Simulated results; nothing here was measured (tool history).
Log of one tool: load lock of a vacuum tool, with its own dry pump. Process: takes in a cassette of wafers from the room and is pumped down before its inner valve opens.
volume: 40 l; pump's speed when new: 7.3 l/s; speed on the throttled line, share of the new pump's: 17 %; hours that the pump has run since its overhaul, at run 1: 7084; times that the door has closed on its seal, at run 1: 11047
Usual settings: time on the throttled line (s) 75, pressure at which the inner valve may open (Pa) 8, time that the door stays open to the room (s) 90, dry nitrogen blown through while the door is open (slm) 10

run	hour	time on the throttled line (s)	pressure at which the inner valve may open (Pa)	time that the door stays open to the room (s)	dry nitrogen blown through while the door is open (slm)	hours that the pump has run since its overhaul	times that the door has closed on its seal	incoming humidity of the room's air, %	time from the closed door until the inner valve may open (s)	rise of the pressure with all valves shut (Pa/min)
1	0	75	8	90	10	7084	11047	46.3	120.7	0.112
2	50.5	75	8	31	10	7134	11165	42.4	121.3	0.083
3	101.1	75	8	31	10	7185	11283	49	122.2	0.082
4	174.7	75	8	31	10	7259	11454	48.8	120.1	0.078
5	288.2	75	8	90	10	7372	11718	46.7	122.6	0.113
6	378.6	75	8	90	10	7462	11929	45.3	122.5	0.12
7	480.3	75	8	90	10	7564	12166	43.3	120.6	0.116
8	585.5	75	8	90	10	7669	12410	41.5	122.3	0.116
9	634.1	75	8	90	10	7718	12524	46.9	121.4	0.126
10	719.8	75	8	90	10	7804	12723	44.6	121.8	0.118
11	773.2	75	8	46	10	7857	12848	44.2	122.1	0.1

The next listed run, before its measurement:
12	883.7	75	6	90	11	7968	13105	45.8	?	?

Run 12 gave time from the closed door until the inner valve may open (s) 125, rise of the pressure with all valves shut (Pa/min) 0.123.
Without the tool's hidden state the same run would have given time from the closed door until the inner valve may open (s) 117.2, rise of the pressure with all valves shut (Pa/min) 0.069.
